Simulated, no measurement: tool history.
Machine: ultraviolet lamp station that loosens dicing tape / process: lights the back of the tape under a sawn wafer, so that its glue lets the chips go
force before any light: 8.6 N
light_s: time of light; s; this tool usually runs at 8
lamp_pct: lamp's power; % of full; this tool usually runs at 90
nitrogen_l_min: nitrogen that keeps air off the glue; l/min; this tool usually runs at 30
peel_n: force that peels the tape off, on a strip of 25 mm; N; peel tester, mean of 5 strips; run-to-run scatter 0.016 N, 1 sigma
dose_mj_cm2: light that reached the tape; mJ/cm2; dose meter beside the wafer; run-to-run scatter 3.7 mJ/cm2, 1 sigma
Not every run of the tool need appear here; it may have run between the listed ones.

{"run": 1, "hour": 0.0, "light_s": 8, "lamp_pct": 90, "nitrogen_l_min": 30, "peel_n": 0.906, "dose_mj_cm2": 572}
{"run": 2, "hour": 4.8, "light_s": 8, "lamp_pct": 90, "nitrogen_l_min": 30, "peel_n": 0.92, "dose_mj_cm2": 567}
{"run": 3, "hour": 10.4, "light_s": 8, "lamp_pct": 90, "nitrogen_l_min": 13, "peel_n": 1.477, "dose_mj_cm2": 565}
{"run": 4, "hour": 14.7, "light_s": 8, "lamp_pct": 90, "nitrogen_l_min": 13, "peel_n": 1.587, "dose_mj_cm2": 568}
{"run": 5, "hour": 19.5, "light_s": 8, "lamp_pct": 90, "nitrogen_l_min": 13, "peel_n": 1.533, "dose_mj_cm2": 561}
{"run": 6, "hour": 28.0, "light_s": 8, "lamp_pct": 90, "nitrogen_l_min": 13, "peel_n": 1.545, "dose_mj_cm2": 562}
{"run": 7, "hour": 34.3, "light_s": 8, "lamp_pct": 90, "nitrogen_l_min": 13, "peel_n": 1.561, "dose_mj_cm2": 559}
{"run": 8, "hour": 40.7, "light_s": 8, "lamp_pct": 90, "nitrogen_l_min": 46, "peel_n": 0.74, "dose_mj_cm2": 555}
{"run": 9, "hour": 48.3, "light_s": 8, "lamp_pct": 90, "nitrogen_l_min": 30, "peel_n": 0.979, "dose_mj_cm2": 561}
{"run": 10, "hour": 55.2, "light_s": 8, "lamp_pct": 90, "nitrogen_l_min": 14, "peel_n": 1.467, "dose_mj_cm2": 562}
{"run": 11, "hour": 63.0, "light_s": 8, "lamp_pct": 90, "nitrogen_l_min": 14, "peel_n": 1.499, "dose_mj_cm2": 561}
{"run": 12, "hour": 69.2, "light_s": 8, "lamp_pct": 90, "nitrogen_l_min": 14, "peel_n": 1.523, "dose_mj_cm2": 557}
{"hour": 70.2, "done": "window cleaned of glue's vapour"}
{"run": 13, "hour": 75.4, "light_s": 9, "lamp_pct": 96, "nitrogen_l_min": 14, "peel_n": 1.127, "dose_mj_cm2": 659}
{"run": 14, "hour": 84.7, "light_s": 10, "lamp_pct": 72, "nitrogen_l_min": 46, "peel_n": 0.784, "dose_mj_cm2": 548}
{"run": 15, "hour": 92.8, "light_s": 10, "lamp_pct": 72, "nitrogen_l_min": 46, "peel_n": 0.759, "dose_mj_cm2": 544}
{"hour": 100.2, "done": "window cleaned of glue's vapour, once more"}
{"run": 16, "hour": 102.1, "light_s": 15, "lamp_pct": 81, "nitrogen_l_min": 14, "peel_n": 0.423, "dose_mj_cm2": 996}
{"run": 17, "hour": 108.2, "light_s": 15, "lamp_pct": 81, "nitrogen_l_min": 14, "peel_n": 0.42, "dose_mj_cm2": 1000}
{"run": 18, "hour": 117.4, "light_s": 12, "lamp_pct": 62, "nitrogen_l_min": 14, "peel_n": 1.261, "dose_mj_cm2": 619}

Each row is a separate what-if for the run after 18, all from the same tool condition, not one after another. Results?
{"run": "A", "hour": 123.3, "light_s": 8, "lamp_pct": 90, "nitrogen_l_min": 41, "peel_n": "?", "dose_mj_cm2": "?"}
{"run": "B", "hour": 123.3, "light_s": 8, "lamp_pct": 67, "nitrogen_l_min": 35, "peel_n": "?", "dose_mj_cm2": "?"}
{"run": "C", "hour": 123.3, "light_s": 8, "lamp_pct": 97, "nitrogen_l_min": 42, "peel_n": "?", "dose_mj_cm2": "?"}
{"run": "D", "hour": 123.3, "light_s": 12, "lamp_pct": 62, "nitrogen_l_min": 28, "peel_n": "?", "dose_mj_cm2": "?"}
{"run": "E", "hour": 123.3, "light_s": 8, "lamp_pct": 88, "nitrogen_l_min": 14, "peel_n": "?", "dose_mj_cm2": "?"}

run=A peel_n=0.699 dose_mj_cm2=597
run=B peel_n=1.416 dose_mj_cm2=445
run=C peel_n=0.562 dose_mj_cm2=637
run=D peel_n=0.835 dose_mj_cm2=614
run=E peel_n=1.469 dose_mj_cm2=581
The same runs, with their run-to-run variation unchanged, on a tool lacking any hidden condition would have given:
run=A peel_n=0.621 dose_mj_cm2=627
run=B peel_n=1.296 dose_mj_cm2=467
run=C peel_n=0.495 dose_mj_cm2=669
run=D peel_n=0.747 dose_mj_cm2=645
run=E peel_n=1.346 dose_mj_cm2=610
